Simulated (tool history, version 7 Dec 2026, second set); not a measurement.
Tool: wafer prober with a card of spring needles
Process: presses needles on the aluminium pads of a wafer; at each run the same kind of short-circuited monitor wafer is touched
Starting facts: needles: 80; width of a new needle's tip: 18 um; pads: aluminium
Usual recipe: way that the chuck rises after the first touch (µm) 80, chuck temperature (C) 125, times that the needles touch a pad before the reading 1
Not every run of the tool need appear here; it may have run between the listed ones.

run	hour	way that the chuck rises after the first touch (µm)	chuck temperature (C)	times that the needles touch a pad before the reading	resistance of one needle with its contact and lead (mohm)	way that a needle slides on the pad (µm)
1	0	80	125	1	148	15.57
# hour 5.1: tips cleaned on abrasive film
# hour 22.1: tips cleaned on abrasive film
2	33.3	80	125	1	145	15.5
# hour 40.7: tips cleaned on abrasive film
# hour 57.8: tips cleaned on abrasive film
3	67.2	80	125	1	143	15.51
# hour 73.5: tips cleaned on abrasive film
# hour 89.6: tips cleaned on abrasive film
# hour 107.2: tips cleaned on abrasive film
4	109.6	80	125	1	132	15.48
# hour 123.6: tips cleaned on abrasive film
5	135.1	80	125	1	146	15.49
# hour 141.5: tips cleaned on abrasive film
# hour 158.8: tips cleaned on abrasive film
6	158.8	80	125	1	127	15.39
# hour 175.6: tips cleaned on abrasive film
# hour 193.9: tips cleaned on abrasive film
# hour 210.2: tips cleaned on abrasive film
7	211.9	80	125	1	130	15.34
# hour 228.3: tips cleaned on abrasive film
8	241.1	80	125	1	152	15.35
# hour 244.5: tips cleaned on abrasive film
# hour 262.4: tips cleaned on abrasive film
9	272.5	80	125	1	147	15.33
# hour 279.6: tips cleaned on abrasive film
# hour 296.8: tips cleaned on abrasive film
10	297.8	80	125	1	131	15.27
# hour 314.5: tips cleaned on abrasive film
# hour 332.1: tips cleaned on abrasive film
11	340.4	65	125	1	159	12.28
# hour 348.2: tips cleaned on abrasive film
# hour 366.9: tips cleaned on abrasive film
# hour 383.2: tips cleaned on abrasive film
12	383.2	80	125	2	129	15.2
# hour 402.4: tips cleaned on abrasive film
# hour 420.2: tips cleaned on abrasive film
13	425.5	80	125	1	140	15.2
# hour 435.7: tips cleaned on abrasive film
# hour 452.3: tips cleaned on abrasive film
14	452.3	80	125	1	128	15.12
# hour 470.6: tips cleaned on abrasive film
15	476.9	80	125	1	143	15.12
# hour 487.3: tips cleaned on abrasive film
# hour 506.2: tips cleaned on abrasive film
16	515.7	80	125	1	148	15.15
# hour 523.5: tips cleaned on abrasive film
# hour 523.8: height of the first contact set anew
# hour 540.8: tips cleaned on abrasive film
# hour 557.2: tips cleaned on abrasive film
17	565	76	25	1	132	14.83
# hour 574.8: tips cleaned on abrasive film
# hour 591.4: tips cleaned on abrasive film
# hour 609: tips cleaned on abrasive film
18	614	76	25	1	128	14.78
# hour 624.5: tips cleaned on abrasive film
# hour 640: tips cleaned on abrasive film
# hour 659: tips cleaned on abrasive film
19	664.9	80	30	2	123	15.51
# hour 676.4: tips cleaned on abrasive film
# hour 693.6: tips cleaned on abrasive film
20	706.3	70	125	1	158	13.49
# hour 710.3: tips cleaned on abrasive film
# hour 728: tips cleaned on abrasive film
21	729.9	71	94	1	133	13.69
# hour 744: tips cleaned on abrasive film
# hour 760.5: tips cleaned on abrasive film
# hour 776.1: tips cleaned on abrasive film
22	784.4	71	94	1	149	13.64
# hour 795.2: tips cleaned on abrasive film
# hour 812.9: tips cleaned on abrasive film
23	817.9	88	39	3	116	16.92
# hour 828.6: tips cleaned on abrasive film
# hour 844.9: tips cleaned on abrasive film
# hour 863.5: tips cleaned on abrasive film
24	868.1	81	26	3	117	15.5
# hour 881.8: tips cleaned on abrasive film
25	896.6	81	42	2	133	15.51
# hour 900.5: tips cleaned on abrasive film
# hour 918.3: tips cleaned on abrasive film
26	927.2	82	65	2	131	15.67
# hour 933.8: tips cleaned on abrasive film
# hour 950.6: tips cleaned on abrasive film
# hour 968.2: tips cleaned on abrasive film
27	968.2	87	41	1	116	16.61
# hour 984.9: tips cleaned on abrasive film
# hour 1000.8: tips cleaned on abrasive film
28	1013.7	88	45	2	128	16.76
# hour 1017.4: tips cleaned on abrasive film
# hour 1035.5: tips cleaned on abrasive film
29	1041.7	88	45	2	123	16.77
# hour 1051.4: tips cleaned on abrasive film
# hour 1069.5: tips cleaned on abrasive film
# hour 1087: tips cleaned on abrasive film
30	1089.8	82	39	2	119	15.54

4 ways to go on from here, each from the tool as it stands after run 30. What would each give?
# hour 1103.8: tips cleaned on abrasive film
# hour 1120.6: tips cleaned on abrasive film
A	1123.2	85	62	2	?	?
# hour 1103.8: tips cleaned on abrasive film
# hour 1120.6: tips cleaned on abrasive film
B	1123.2	72	28	2	?	?
# hour 1103.8: tips cleaned on abrasive film
# hour 1120.6: tips cleaned on abrasive film
C	1123.2	71	125	1	?	?
# hour 1103.8: tips cleaned on abrasive film
# hour 1120.6: tips cleaned on abrasive film
D	1123.2	98	125	1	?	?

run	resistance of one needle with its contact and lead (mohm)	way that a needle slides on the pad (µm)
A	122	16.11
B	120	13.51
C	140	13.36
D	127	18.59
With no hidden state in the tool, these same runs would have given:
run	resistance of one needle with its contact and lead (mohm)	way that a needle slides on the pad (µm)
A	114	16.63
B	109	14.03
C	125	13.88
D	119	19.11

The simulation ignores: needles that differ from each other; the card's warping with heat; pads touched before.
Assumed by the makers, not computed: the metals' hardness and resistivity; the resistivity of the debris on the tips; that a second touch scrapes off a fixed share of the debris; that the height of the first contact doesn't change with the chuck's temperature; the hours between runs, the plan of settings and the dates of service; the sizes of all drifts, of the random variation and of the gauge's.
